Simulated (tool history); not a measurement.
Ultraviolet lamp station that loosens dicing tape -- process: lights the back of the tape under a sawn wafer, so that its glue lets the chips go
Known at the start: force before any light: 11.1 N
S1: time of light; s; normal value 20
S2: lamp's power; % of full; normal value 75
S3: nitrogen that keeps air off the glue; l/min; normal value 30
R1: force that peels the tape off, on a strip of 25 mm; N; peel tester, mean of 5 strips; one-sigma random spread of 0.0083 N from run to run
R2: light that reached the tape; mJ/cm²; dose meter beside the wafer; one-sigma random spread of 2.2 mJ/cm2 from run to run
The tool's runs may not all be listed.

run,hour,S1,S2,S3,R1,R2
1,0,20,75,30,0.639,139
2,45.1,20,75,30,0.686,145
3,108.9,20,75,30,0.684,143
4,150.7,20,75,30,0.712,140
5,199.3,20,75,30,0.724,136
6,264.2,20,75,30,0.757,133
7,293.9,34,75,30,0.249,226
8,326.1,20,89,30,0.538,153
9,389.1,20,89,30,0.553,157
# hour 454.6: window cleaned of glue's vapour
10,458.2,20,89,30,0.679,141
11,525.6,20,75,30,1.024,117

Run 12 has not been measured yet. What should we expect?
12,555.9,20,75,30,?,?

{"run 12": {"R1": 1.048, "R2": 118}}
With the hidden condition absent and the run-to-run variation left alone, this run would have shown R1 0.326 N, R2 197 mJ/cm².

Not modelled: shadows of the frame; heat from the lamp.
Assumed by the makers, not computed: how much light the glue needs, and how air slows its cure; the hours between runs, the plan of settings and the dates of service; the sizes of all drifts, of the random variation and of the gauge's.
